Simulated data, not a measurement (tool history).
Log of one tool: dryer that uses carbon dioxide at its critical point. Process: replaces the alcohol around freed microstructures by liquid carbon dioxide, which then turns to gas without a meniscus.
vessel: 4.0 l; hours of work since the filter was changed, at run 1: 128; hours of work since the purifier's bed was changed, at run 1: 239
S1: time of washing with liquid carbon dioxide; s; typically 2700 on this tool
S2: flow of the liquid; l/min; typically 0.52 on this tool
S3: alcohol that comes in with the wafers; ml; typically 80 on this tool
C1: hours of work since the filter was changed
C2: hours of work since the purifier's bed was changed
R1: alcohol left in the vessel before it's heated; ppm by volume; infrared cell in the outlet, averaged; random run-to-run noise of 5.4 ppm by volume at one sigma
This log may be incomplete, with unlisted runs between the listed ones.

run   hour    S1     S2  S3   C1   C2    R1
  1      0  2700   0.52  80  128  239   189
  2   27.3  4260   0.52  80  137  248    42
  3   53.7  3840   0.52  80  145  256    55
  4   74.5  3840   0.52  80  152  263    52
  5  101.9  3840   0.52  34  161  272    55
  6  129.5  2700   0.52  69  170  281   193
  7  144.5  1800   0.52  80  174  286   867
  8  175.1  1800   0.52  80  184  296   874
  9  196.1  1800   0.52  80  191  302   895
 10  226.7  1800   0.52  80  201  312   872
 11    252  1620   0.52  80  209  320  1172
 12  274.9  2700   0.52  80  216  328   225
 13  289.7  2700   0.52  80  221  333   221
 14  313.2  2700   0.52  80  229  340   231
 15    327  2760   0.52  37  233  345   128
 16  353.2  2700  0.823  26  242  353    56
 17  376.9  2700  0.823  58  249  361    50
 18  400.5  2700  0.823  58  257  368    55
 19  423.4  2700  0.823  58  264  376    64
 20  445.8  2760  0.556  22  272  383    94
 21  462.1  2760  0.556  22  277  388    85
 22  476.4  2760  0.556  22  281  393    87
 23  496.1  2520   0.45  80  288  399   515
 24  522.5  2520   0.45  80  296  408   512
 25  543.7  1620  0.599  37  303  415   425
 26  566.4  1620  0.599  37  310  422   414
 27    593  1680  0.599  37  319  431   392
 28  620.4  1680  0.599  37  328  439   389

Below, each run's measurement less what the same run would have read without the hidden state. Both values contain the same run-to-run variation, but the gauge's scatter may not be the same in both:
Hidden state at play: flow that reaches the vessel past the clogged filter, %; alcohol in the recycled carbon dioxide, ppm; drift of the gauge itself on alcohol_ppm, %.
run    R1
  1   +52
  2   +33
  3   +37
  4   +37
  5   +37
  6   +62
  7  +143
  8  +152
  9  +158
 10  +161
 11  +198
 12   +83
 13   +84
 14   +88
 15   +63
 16   +45
 17   +49
 18   +48
 19   +52
 20   +59
 21   +60
 22   +61
 23  +161
 24  +166
 25  +135
 26  +133
 27  +135
 28  +137
